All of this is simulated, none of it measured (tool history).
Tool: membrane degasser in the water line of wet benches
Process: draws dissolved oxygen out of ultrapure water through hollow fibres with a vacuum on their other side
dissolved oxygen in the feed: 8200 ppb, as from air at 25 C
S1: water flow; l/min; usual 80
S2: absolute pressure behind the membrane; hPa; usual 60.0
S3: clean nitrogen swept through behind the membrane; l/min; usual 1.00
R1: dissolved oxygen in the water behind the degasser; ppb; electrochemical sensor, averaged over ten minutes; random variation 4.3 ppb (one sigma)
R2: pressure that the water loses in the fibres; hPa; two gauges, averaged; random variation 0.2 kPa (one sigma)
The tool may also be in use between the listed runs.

| run | day | S1 | S2 | S3 | R1 | R2 |
|---|---|---|---|---|---|---|
| 1 | 0.000 | 80 | 60.0 | 1.00 | 534.1 | 442.7 |
| 2 | 9.612 | 80 | 60.0 | 0.47 | 777.8 | 449.6 |
| 3 | 15.796 | 80 | 60.0 | 0.47 | 770.2 | 449.2 |
| 4 | 28.758 | 80 | 60.0 | 1.70 | 394.4 | 448.7 |
| 5 | 35.725 | 80 | 60.0 | 1.70 | 402.4 | 451.6 |
| 6 | 47.950 | 80 | 60.0 | 1.70 | 405.2 | 448.7 |
| 7 | 54.104 | 80 | 60.0 | 1.70 | 402.8 | 449.6 |
| 8 | 66.400 | 84 | 47.2 | 0.70 | 494.0 | 475.0 |
| 9 | 77.554 | 84 | 92.0 | 0.70 | 1173.0 | 473.9 |
| 10 | 83.296 | 84 | 58.9 | 0.57 | 757.5 | 475.9 |
| 11 | 89.588 | 84 | 58.9 | 0.57 | 749.3 | 473.6 |
| 12 | 100.542 | 87 | 60.1 | 2.61 | 372.6 | 494.2 |
|  | 102.354 | vacuum gauge calibrated |
|  | 105.600 | seals of the vacuum lines changed |
| 13 | 111.262 | 107 | 99.9 | 1.79 | 853.2 | 608.9 |

Hidden state or all else? Some run-to-run changes of R1, split into what the settings, what came in and random variation would give without the hidden state, and what is left for the hidden state (with any gauge scatter that isn't in both results):
The hidden state here: membrane still open, %; true pressure behind the membrane over the reading, kPa; air that leaks in behind the membrane, l/min; drift of the gauge itself on oxygen_ppb, %; drift of the gauge itself on loss_of_pressure_kpa, %.
Run 8 -> 9: S2 47.2 -> 92.0. R1 +679.0 ppb: hidden state -15.4, all else +694.4.
Run 11 -> 12: S1 84 -> 87, S2 58.9 -> 60.1, S3 0.57 -> 2.61. R1 -376.7 ppb: hidden state -87.4, all else -289.3.
